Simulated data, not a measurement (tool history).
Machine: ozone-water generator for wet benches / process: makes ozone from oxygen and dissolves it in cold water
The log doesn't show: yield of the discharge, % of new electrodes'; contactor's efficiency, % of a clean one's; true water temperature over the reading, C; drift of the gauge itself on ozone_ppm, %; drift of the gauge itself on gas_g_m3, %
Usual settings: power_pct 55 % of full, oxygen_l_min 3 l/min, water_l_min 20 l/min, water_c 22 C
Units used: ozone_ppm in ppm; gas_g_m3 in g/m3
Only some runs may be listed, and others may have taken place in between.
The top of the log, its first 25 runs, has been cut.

run	hour	power_pct	oxygen_l_min	water_l_min	water_c	hours of work since the electrodes were changed	hours of work since the contactor was cleaned	hours of work since the thermometer was calibrated	ozone_ppm	gas_g_m3
26	3414.1	55	4.14	28	26	7531	804	3302	6.3	117.1
27	3551.3	53	4.93	20	27	7632	906	3403	8.3	107.6
28	3629.9	53	4.93	20	27	7690	964	3462	8.4	107.6
29	3795.3	48	4.54	31	26	7813	1086	3584	5.2	101.9
30	3946.8	48	4.54	31	26	7925	1199	3696	5.2	102.5
31	4099	48	4.54	31	26	8037	1311	3809	5.3	101.9
32	4251.7	48	4.54	31	26	8150	1424	3922	5.2	100.7
33	4374.4	48	4.54	31	26	8241	1515	4012	5.1	102.2

Branching from run 33: 3 alternative next runs. What would each branch give?
A	4461.9	55	2.46	20	22	8306	1580	4077	?	?
B	4461.9	48	1.96	31	23	8306	1580	4077	?	?
C	4461.9	83	3	20	24	8306	1580	4077	?	?

run	ozone_ppm	gas_g_m3
A	7.9	146
B	4.3	146
C	10.6	175
The same runs, with their run-to-run variation unchanged, on a tool lacking any hidden condition would have given:
run	ozone_ppm	gas_g_m3
A	10.7	193.8
B	5.6	187
C	16.2	260.3

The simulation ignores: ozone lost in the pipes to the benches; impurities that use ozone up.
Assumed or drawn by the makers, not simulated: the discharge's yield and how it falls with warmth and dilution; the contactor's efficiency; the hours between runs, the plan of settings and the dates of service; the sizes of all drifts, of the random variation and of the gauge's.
